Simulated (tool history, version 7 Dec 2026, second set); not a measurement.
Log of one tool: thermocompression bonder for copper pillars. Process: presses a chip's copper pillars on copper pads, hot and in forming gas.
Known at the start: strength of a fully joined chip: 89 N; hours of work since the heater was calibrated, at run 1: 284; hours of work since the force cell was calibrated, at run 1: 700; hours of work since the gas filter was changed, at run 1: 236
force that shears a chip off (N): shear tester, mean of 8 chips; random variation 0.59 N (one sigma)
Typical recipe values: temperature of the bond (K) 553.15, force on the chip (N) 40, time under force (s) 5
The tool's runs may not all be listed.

run    hour  temperature of the bond (K)  force on the chip (N)  time under force (s)  hours of work since the heater was calibrated  hours of work since the force cell was calibrated  hours of work since the gas filter was changed  force that shears a chip off (N)
  1     0.0                       553.15                     40                     5                                            284                                                700                                             236                              47.7
  2    33.5                       553.15                     40                     5                                            307                                                723                                             260                              46.9
  3    79.2                       553.15                     40                     5                                            338                                                755                                             291                              48.1
  4   104.5                       553.15                     40                     5                                            356                                                772                                             309                              47.0
      110.8  -- forming gas filter changed
  5   134.9                       553.15                     40                     5                                            376                                                793                                              17                              50.1
  6   158.0                       553.15                     40                     5                                            392                                                809                                              33                              49.7
  7   203.2                       553.15                     40                     5                                            424                                                840                                              64                              48.4
  8   223.3                       553.15                     40                     5                                            437                                                854                                              78                              48.9
  9   252.8                       553.15                     40                     5                                            458                                                874                                              98                              48.6
 10   293.6                       553.15                     40                     5                                            486                                                903                                             126                              47.8
 11   334.8                       553.15                     40                     5                                            514                                                931                                             155                              47.7
 12   370.2                       553.15                     24                     5                                            539                                                955                                             179                              29.1
 13   414.7                       553.15                     24                     5                                            570                                                986                                             210                              29.1
 14   450.8                       553.15                     24                     5                                            594                                               1011                                             235                              28.6
 15   475.6                       553.15                     40                     5                                            612                                               1028                                             252                              46.8
 16   518.8                       553.15                     40                     5                                            641                                               1058                                             282                              45.9
 17   551.5                       553.15                     40                     5                                            664                                               1080                                             304                              45.9
      566.4  -- forming gas filter changed
 18   590.8                       553.15                     40                     5                                            691                                               1107                                              17                              47.6
 19   611.0                       553.15                     40                     5                                            705                                               1121                                              31                              48.0
 20   654.6                       564.15                     45                     3                                            735                                               1151                                              61                              49.8
      680.4  -- heater calibrated with a thermocouple chip
 21   684.3                       539.15                     38                     7                                              3                                               1170                                              80                              48.9
 22   729.9                       553.15                     29                     4                                             34                                               1202                                             111                              36.9
 23   761.3                       553.15                     29                     4                                             56                                               1224                                             133                              36.0
 24   807.7                       581.15                     40                     5                                             88                                               1256                                             165                              63.5
 25   843.3                       536.15                     48                     6                                            112                                               1280                                             190                              51.2
 26   876.4                       536.15                     48                     6                                            135                                               1303                                             213                              50.6
 27   923.8                       536.15                     48                     6                                            168                                               1336                                             245                              50.1
 28   943.5                       574.15                     26                     6                                            182                                               1349                                             259                              44.8
 29   967.2                       574.15                     26                     6                                            198                                               1366                                             275                              44.5
 30   996.9                       574.15                     26                     6                                            219                                               1386                                             296                              44.9
     1021.5  -- forming gas filter changed
 31  1042.9                       574.15                     26                     6                                            250                                               1418                                              15                              48.5
 32  1077.9                       536.15                     30                     7                                            274                                               1442                                              39                              36.4
 33  1099.9                       536.15                     30                     7                                            289                                               1457                                              54                              35.6
 34  1134.4                       529.15                     34                     6                                            313                                               1481                                              78                              34.3
 35  1153.7                       529.15                     34                     6                                            326                                               1494                                              91                              34.6
 36  1191.5                       529.15                     34                     6                                            352                                               1520                                             117                              34.4
 37  1214.2                       574.15                     29                    13                                            368                                               1536                                             133                              61.6

What if the next run were any one of these 3? Each begins from the tool's condition after run 37:
  A  1251.4                       574.15                     43                     4                                            394                                               1562                                             159                                 ?
  B  1251.4                       553.15                     40                     3                                            394                                               1562                                             159                                 ?
  C  1251.4                       557.15                     25                    13                                            394                                               1562                                             159                                 ?

run  force that shears a chip off (N)
  A                              58.7
  B                              41.0
  C                              47.5
The same runs, with their run-to-run variation unchanged, on a tool lacking any hidden condition would have given:
run  force that shears a chip off (N)
  A                              64.3
  B                              46.0
  C                              52.8
